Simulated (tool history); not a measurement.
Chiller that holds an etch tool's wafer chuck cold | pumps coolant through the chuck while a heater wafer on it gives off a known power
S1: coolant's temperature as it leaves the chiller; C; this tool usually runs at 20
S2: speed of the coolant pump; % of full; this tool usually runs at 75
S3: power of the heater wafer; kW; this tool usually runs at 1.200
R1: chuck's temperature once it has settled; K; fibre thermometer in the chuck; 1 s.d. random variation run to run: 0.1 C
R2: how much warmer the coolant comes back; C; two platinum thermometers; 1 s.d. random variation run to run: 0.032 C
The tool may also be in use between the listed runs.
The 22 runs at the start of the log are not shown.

run 23 hour=3053.7 | S1=15 S2=97 S3=1.161 | R1=296.05 R2=2.88
run 24 hour=3152.6 | S1=20 S2=75 S3=1.010 | R1=301.75 R2=3.31
run 25 hour=3276.6 | S1=20 S2=75 S3=1.010 | R1=301.65 R2=3.28
run 26 hour=3376.4 | S1=18 S2=81 S3=1.187 | R1=300.45 R2=3.56
run 27 hour=3526.8 | S1=18 S2=81 S3=0.859 | R1=297.85 R2=2.62
run 28 hour=3729.9 | S1=12 S2=75 S3=1.200 | R1=295.25 R2=3.87
run 29 hour=3837.8 | S1=23 S2=91 S3=0.977 | R1=303.25 R2=2.61
run 30 hour=3930.4 | S1=14 S2=60 S3=1.622 | R1=303.25 R2=6.81
run 31 hour=4066.4 | S1=16 S2=71 S3=1.674 | R1=303.65 R2=5.80
run 32 hour=4167.9 | S1=16 S2=71 S3=1.674 | R1=303.55 R2=5.82
run 33 hour=4287.1 | S1=16 S2=71 S3=1.674 | R1=303.65 R2=5.79

Alternative continuations, all from the tool just after run 33; predict every row:
run A hour=4473.8 | S1=20 S2=75 S3=1.246 | R1=? R2=?
run B hour=4473.8 | S1=12 S2=63 S3=0.695 | R1=? R2=?
run C hour=4473.8 | S1=27 S2=71 S3=1.126 | R1=? R2=?

run=A R1=303.65 R2=4.03
run=B R1=291.75 R2=2.78
run=C R1=310.05 R2=3.92
With no hidden state in the tool, these same runs would have given:
run=A R1=303.65 R2=4.02
run=B R1=291.65 R2=2.78
run=C R1=309.95 R2=3.91

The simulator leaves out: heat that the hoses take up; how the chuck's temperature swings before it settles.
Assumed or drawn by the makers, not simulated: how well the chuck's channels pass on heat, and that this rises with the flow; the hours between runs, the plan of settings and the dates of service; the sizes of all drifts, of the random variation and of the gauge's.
